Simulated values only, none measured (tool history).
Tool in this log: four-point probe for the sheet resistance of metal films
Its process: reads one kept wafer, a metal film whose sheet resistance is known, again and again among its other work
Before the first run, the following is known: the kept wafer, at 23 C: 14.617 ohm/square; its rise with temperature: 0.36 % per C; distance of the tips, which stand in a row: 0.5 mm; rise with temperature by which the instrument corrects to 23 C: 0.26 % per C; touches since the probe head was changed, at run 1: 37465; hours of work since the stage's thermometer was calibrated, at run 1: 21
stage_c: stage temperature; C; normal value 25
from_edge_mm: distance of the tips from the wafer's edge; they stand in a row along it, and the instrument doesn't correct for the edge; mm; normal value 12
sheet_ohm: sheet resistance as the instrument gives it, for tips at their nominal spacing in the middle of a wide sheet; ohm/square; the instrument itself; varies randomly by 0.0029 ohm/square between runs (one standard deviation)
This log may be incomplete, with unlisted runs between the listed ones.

| run | day | stage_c | from_edge_mm | touches since the probe head was changed | hours of work since the stage's thermometer was calibrated | sheet_ohm |
|---|---|---|---|---|---|---|
| 1 | 0.000 | 25 | 12 | 37465 | 21 | 14.691133 |
| 2 | 2.042 | 26 | 12 | 38621 | 58 | 14.706934 |
| 3 | 3.317 | 25 | 12 | 39346 | 81 | 14.691004 |
| 4 | 4.954 | 25 | 12 | 40274 | 110 | 14.689117 |
| 5 | 5.975 | 25 | 14 | 40852 | 128 | 14.689467 |
| 6 | 7.850 | 25 | 15 | 41915 | 162 | 14.687223 |
| 7 | 9.758 | 25 | 15 | 42997 | 196 | 14.688622 |
| 8 | 10.754 | 25 | 15 | 43562 | 214 | 14.692329 |
| 9 | 12.133 | 27 | 12 | 44346 | 239 | 14.724675 |
| 10 | 13.412 | 27 | 12 | 45070 | 262 | 14.733390 |
| 11 | 15.138 | 27 | 12 | 46047 | 293 | 14.726413 |
| 12 | 16.033 | 27 | 12 | 46556 | 309 | 14.722040 |
| 13 | 17.583 | 22 | 35 | 47435 | 336 | 14.633684 |
| 14 | 19.471 | 28 | 4 | 48505 | 370 | 14.849814 |
| 15 | 21.283 | 34 | 7 | 49534 | 403 | 14.870436 |
| 16 | 23.200 | 30 | 24 | 50619 | 437 | 14.770386 |

Forecast each of these 4 alternatives for the next run:
| A | 24.458 | 22 | 3 | 51333 | 460 | ? |
| B | 24.458 | 19 | 20 | 51333 | 460 | ? |
| C | 24.458 | 30 | 53 | 51333 | 460 | ? |
| D | 24.458 | 25 | 11 | 51333 | 460 | ? |

| run | sheet_ohm |
|---|---|
| A | 14.852644 |
| B | 14.593741 |
| C | 14.765075 |
| D | 14.699753 |
Without the tool's unlogged condition, the same runs would have read:
| run | sheet_ohm |
|---|---|
| A | 14.816061 |
| B | 14.557761 |
| C | 14.728651 |
| D | 14.663502 |

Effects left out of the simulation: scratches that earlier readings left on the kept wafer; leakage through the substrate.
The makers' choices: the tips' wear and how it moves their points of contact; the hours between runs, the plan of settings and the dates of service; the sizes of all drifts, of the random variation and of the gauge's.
